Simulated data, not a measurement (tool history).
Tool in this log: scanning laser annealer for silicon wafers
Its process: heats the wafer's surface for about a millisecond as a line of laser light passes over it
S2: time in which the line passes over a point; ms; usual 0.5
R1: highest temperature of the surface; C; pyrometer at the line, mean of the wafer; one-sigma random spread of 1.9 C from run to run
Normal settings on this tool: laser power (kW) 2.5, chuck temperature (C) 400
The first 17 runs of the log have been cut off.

{"run": 18, "hour": 418.2, "laser power (kW)": 2.5, "S2": 0.5, "chuck temperature (C)": 400, "R1": 1190}
{"run": 19, "hour": 452.3, "laser power (kW)": 2.5, "S2": 0.5, "chuck temperature (C)": 400, "R1": 1190}
{"run": 20, "hour": 482.9, "laser power (kW)": 2.5, "S2": 0.5, "chuck temperature (C)": 400, "R1": 1189}
{"hour": 516.2, "done": "optics aligned, line set to its width, once more"}
{"run": 21, "hour": 517.5, "laser power (kW)": 2.5, "S2": 0.5, "chuck temperature (C)": 400, "R1": 1201}
{"run": 22, "hour": 551.1, "laser power (kW)": 2.447, "S2": 0.421, "chuck temperature (C)": 417, "R1": 1123}
{"run": 23, "hour": 575.1, "laser power (kW)": 2.447, "S2": 0.421, "chuck temperature (C)": 417, "R1": 1120}
{"run": 24, "hour": 607.3, "laser power (kW)": 2.447, "S2": 0.421, "chuck temperature (C)": 417, "R1": 1120}
{"run": 25, "hour": 630.6, "laser power (kW)": 2.56, "S2": 0.5, "chuck temperature (C)": 388, "R1": 1211}
{"run": 26, "hour": 661.9, "laser power (kW)": 2.56, "S2": 0.5, "chuck temperature (C)": 388, "R1": 1206}
{"run": 27, "hour": 680.4, "laser power (kW)": 2.676, "S2": 0.356, "chuck temperature (C)": 412, "R1": 1131}
{"run": 28, "hour": 715.6, "laser power (kW)": 2.5, "S2": 0.424, "chuck temperature (C)": 433, "R1": 1155}
{"run": 29, "hour": 734.6, "laser power (kW)": 2.376, "S2": 0.392, "chuck temperature (C)": 374, "R1": 1022}
{"run": 30, "hour": 763.7, "laser power (kW)": 2.376, "S2": 0.392, "chuck temperature (C)": 374, "R1": 1018}
{"run": 31, "hour": 801.7, "laser power (kW)": 2.629, "S2": 0.36, "chuck temperature (C)": 413, "R1": 1115}
{"run": 32, "hour": 825.5, "laser power (kW)": 2.383, "S2": 0.449, "chuck temperature (C)": 389, "R1": 1084}
{"run": 33, "hour": 854.2, "laser power (kW)": 2.383, "S2": 0.449, "chuck temperature (C)": 389, "R1": 1087}
{"run": 34, "hour": 874.3, "laser power (kW)": 2.383, "S2": 0.379, "chuck temperature (C)": 436, "R1": 1068}
{"run": 35, "hour": 912.3, "laser power (kW)": 2.383, "S2": 0.379, "chuck temperature (C)": 436, "R1": 1071}
{"run": 36, "hour": 938.9, "laser power (kW)": 2.276, "S2": 0.53, "chuck temperature (C)": 427, "R1": 1143}
{"run": 37, "hour": 962.7, "laser power (kW)": 2.276, "S2": 0.53, "chuck temperature (C)": 427, "R1": 1142}
{"run": 38, "hour": 994.8, "laser power (kW)": 2.276, "S2": 0.53, "chuck temperature (C)": 427, "R1": 1142}
{"run": 39, "hour": 1022.6, "laser power (kW)": 2.559, "S2": 0.53, "chuck temperature (C)": 399, "R1": 1236}
{"hour": 1043.2, "done": "window over the wafer cleaned"}
{"run": 40, "hour": 1061.4, "laser power (kW)": 2.682, "S2": 0.382, "chuck temperature (C)": 429, "R1": 1182}

What if the next run were any one of these 3? Each begins from the tool's condition after run 40:
{"run": "A", "hour": 1082.9, "laser power (kW)": 2.635, "S2": 0.49, "chuck temperature (C)": 430, "R1": "?"}
{"run": "B", "hour": 1082.9, "laser power (kW)": 2.555, "S2": 0.382, "chuck temperature (C)": 424, "R1": "?"}
{"run": "C", "hour": 1082.9, "laser power (kW)": 2.57, "S2": 0.618, "chuck temperature (C)": 400, "R1": "?"}

run=A R1=1272
run=B R1=1130
run=C R1=1333
The same runs, with their run-to-run variation unchanged, on a tool lacking any hidden condition would have given:
run=A R1=1297
run=B R1=1151
run=C R1=1361

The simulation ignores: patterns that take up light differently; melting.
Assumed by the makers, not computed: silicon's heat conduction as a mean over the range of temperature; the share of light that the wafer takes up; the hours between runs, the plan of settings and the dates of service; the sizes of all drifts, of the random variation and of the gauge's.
